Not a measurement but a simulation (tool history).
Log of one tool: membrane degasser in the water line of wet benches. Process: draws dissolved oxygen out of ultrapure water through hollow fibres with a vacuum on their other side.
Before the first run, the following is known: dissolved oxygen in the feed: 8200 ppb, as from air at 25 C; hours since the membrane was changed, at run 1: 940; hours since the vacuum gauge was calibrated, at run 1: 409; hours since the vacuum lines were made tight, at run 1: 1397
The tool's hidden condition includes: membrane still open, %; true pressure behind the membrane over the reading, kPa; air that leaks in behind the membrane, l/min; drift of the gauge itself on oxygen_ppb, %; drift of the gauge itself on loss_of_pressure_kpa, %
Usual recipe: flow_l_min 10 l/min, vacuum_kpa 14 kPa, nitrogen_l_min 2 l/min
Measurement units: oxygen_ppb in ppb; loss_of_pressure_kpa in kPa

run,hour,flow_l_min,vacuum_kpa,nitrogen_l_min,hours since the membrane was changed,hours since the vacuum gauge was calibrated,hours since the vacuum lines were made tight,oxygen_ppb,loss_of_pressure_kpa
1,0,10,14,2,940,409,1397,174.5,38.65
2,38.2,10,14,2,978,447,1436,174,38.43
3,69.5,10,15.9,2,1010,479,1467,197.1,38.88
4,99.4,10,15.9,2,1040,509,1497,199,38.93
5,133.6,10,15.9,2,1074,543,1531,195.8,38.79
6,167.3,10,14,2,1107,576,1565,173.6,38.88
7,213.9,10,14,2,1154,623,1611,172.9,38.89
8,243.1,10,14,2,1183,652,1640,175.8,38.93
9,266.9,10,14,2,1207,676,1664,170.7,38.64
10,306.6,10,14,2,1247,716,1704,177.8,38.71
11,331.5,10,14,2,1272,741,1729,175.7,38.61
12,362.2,10,14,2,1302,771,1760,174.4,38.67
13,383.4,10,14,2,1324,793,1781,176.7,38.87
14,425.7,10,14,2,1366,835,1823,174.2,38.66
15,471.8,10,18.3,2,1412,881,1869,223.5,38.84
16,511.4,9,18.3,2,1452,921,1909,192.7,34.88
17,559.8,12,23.9,2.77,1500,969,1957,300.4,46.87
# hour 564.7: vacuum gauge calibrated
18,597.7,12,23.9,1.7,1537,33,1995,417.8,46.61
# hour 639.9: vacuum gauge calibrated, once more
19,645.4,12,23.9,1.7,1585,5,2042,430.8,46.76
20,679.7,12,23.9,1.7,1619,40,2076,420.9,46.92
21,722.6,6,14,2,1662,83,2119,83.1,23.64
22,745.5,8,14,0.92,1685,106,2142,235.2,31.06
23,782,10,27.6,1.64,1721,142,2178,392.5,39.05
24,823.7,10,27.6,1.64,1763,184,2220,387.6,38.77
25,872.8,8,19.7,4.32,1812,233,2269,93.5,30.9
26,907.2,13,19.7,4.32,1846,267,2304,234.5,50.68
27,944.8,13,19.1,0.98,1884,305,2341,575.8,50.82
28,985,13,19.1,0.98,1924,345,2381,580.2,51.11
29,1026.9,7,19.1,0.98,1966,387,2423,273.3,27.33
30,1057.6,12,21.2,4.36,1997,418,2454,212.2,47.1
31,1086.1,6,19.9,1.62,2025,446,2482,154.2,23.39
32,1107,10,9,1.69,2046,467,2503,127.3,39.18

Describe how what the log doesn't record of the tool's condition differs between the last listed run preceding each entry between runs and the first listed run following it.
From run 17 to run 18: vacuum gauge calibrated (hour 564.7)
  nothing in the hidden state changes from one run to the other
  measured minus no-state result, oxygen_ppb: +5.5 -> +5.7 ppb; loss_of_pressure_kpa: +0.59 -> +0.61 kPa
From run 18 to run 19: vacuum gauge calibrated, once more (hour 639.9)
  true pressure behind the membrane over the reading, kPa: 0.01 -> -0.03; air that leaks in behind the membrane, l/min: 0.0029 -> 0.003
  measured minus no-state result, oxygen_ppb: +5.7 -> +5.4 ppb; loss_of_pressure_kpa: +0.61 -> +0.63 kPa
